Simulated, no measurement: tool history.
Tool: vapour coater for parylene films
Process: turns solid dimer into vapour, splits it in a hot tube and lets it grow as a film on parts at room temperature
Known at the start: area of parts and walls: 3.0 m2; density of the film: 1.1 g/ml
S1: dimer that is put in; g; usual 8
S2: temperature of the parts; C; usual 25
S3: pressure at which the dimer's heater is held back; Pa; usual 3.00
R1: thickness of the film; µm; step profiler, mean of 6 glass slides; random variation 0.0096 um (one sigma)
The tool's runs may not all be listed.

run   hour  S1  S2     S3     R1
  1    0.0   8  25   3.00  1.295
  2   31.3   8  25   3.00  1.288
  3   61.0   8  17   3.00  1.599
  4   79.4   4  17   3.00  0.794
  5   95.9   4  25   3.00  0.630
  6  124.6   8  25   2.30  1.314
  7  155.7   7  25   3.00  1.123
  8  178.9   7  25   3.00  1.106
  9  196.2   8  25   6.71  1.177
 10  217.0   5  26   9.26  0.677
 11  240.1   5  27   9.26  0.653
 12  257.5   5  21   9.26  0.776
 13  280.9   5  21   9.26  0.764
 14  300.5   6  23  11.62  0.861
 15  316.0  11  29   3.00  1.479
 16  337.9   8  32   9.09  0.894

Forecast each of these 3 alternatives for the next run:
  A  350.7   8  22  3.00   ?
  B  350.7   9  30  6.55   ?
  C  350.7  10  25  2.34   ?

run     R1
  A  1.324
  B  1.100
  C  1.549
Without the tool's hidden state the same runs would have given:
run     R1
  A  1.489
  B  1.237
  C  1.743
